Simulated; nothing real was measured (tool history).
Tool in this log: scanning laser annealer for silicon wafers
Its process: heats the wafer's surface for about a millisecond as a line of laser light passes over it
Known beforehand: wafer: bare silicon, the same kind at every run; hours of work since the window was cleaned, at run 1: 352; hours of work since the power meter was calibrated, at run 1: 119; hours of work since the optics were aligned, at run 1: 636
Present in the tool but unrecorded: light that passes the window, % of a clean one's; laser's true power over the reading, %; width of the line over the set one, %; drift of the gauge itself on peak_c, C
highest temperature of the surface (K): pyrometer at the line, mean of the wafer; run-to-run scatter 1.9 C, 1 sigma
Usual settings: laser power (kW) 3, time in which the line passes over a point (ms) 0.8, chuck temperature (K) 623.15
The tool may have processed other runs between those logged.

| run | day | laser power (kW) | time in which the line passes over a point (ms) | chuck temperature (K) | hours of work since the window was cleaned | hours of work since the power meter was calibrated | hours of work since the optics were aligned | highest temperature of the surface (K) |
|---|---|---|---|---|---|---|---|---|
| 1 | 0 | 3 | 0.8 | 623.15 | 352 | 119 | 636 | 1377.15 |
| 2 | 0.354 | 3 | 0.8 | 623.15 | 357 | 124 | 641 | 1384.15 |
| 3 | 0.692 | 3 | 0.8 | 623.15 | 362 | 129 | 647 | 1375.15 |
| 4 | 0.975 | 3.202 | 0.8 | 623.15 | 367 | 134 | 651 | 1444.15 |
| 5 | 1.258 | 3.202 | 0.8 | 623.15 | 371 | 138 | 655 | 1443.15 |
| 6 | 1.725 | 3.202 | 0.8 | 623.15 | 378 | 145 | 662 | 1441.15 |
| 7 | 2.242 | 3.202 | 0.8 | 623.15 | 386 | 153 | 670 | 1442.15 |
| 8 | 2.525 | 3.202 | 0.8 | 623.15 | 391 | 158 | 675 | 1440.15 |
| 9 | 3.079 | 3 | 0.796 | 623.15 | 399 | 166 | 683 | 1376.15 |
| 10 | 3.392 | 3 | 0.584 | 623.15 | 404 | 171 | 688 | 1266.15 |
| 11 | 3.821 | 3 | 0.584 | 623.15 | 411 | 178 | 695 | 1260.15 |
| 12 | 4.362 | 3 | 0.584 | 623.15 | 419 | 186 | 703 | 1265.15 |
| 13 | 4.846 | 3 | 0.584 | 623.15 | 427 | 193 | 711 | 1262.15 |
| 14 | 5.096 | 3 | 0.584 | 623.15 | 430 | 197 | 715 | 1263.15 |
|  | 5.462 | optics aligned, line set to its width |
| 15 | 5.821 | 3 | 0.849 | 623.15 | 438 | 205 | 6 | 1423.15 |
| 16 | 6.283 | 2.567 | 0.988 | 646.15 | 446 | 212 | 13 | 1350.15 |

Run 17 has not been measured yet. What should we expect?
| 17 | 6.583 | 2.567 | 0.988 | 646.15 | 450 | 217 | 17 | ? |

highest temperature of the surface (K): 1350.15
Minus the tool's unlogged condition, the same run would have read highest temperature of the surface (K) 1364.15.
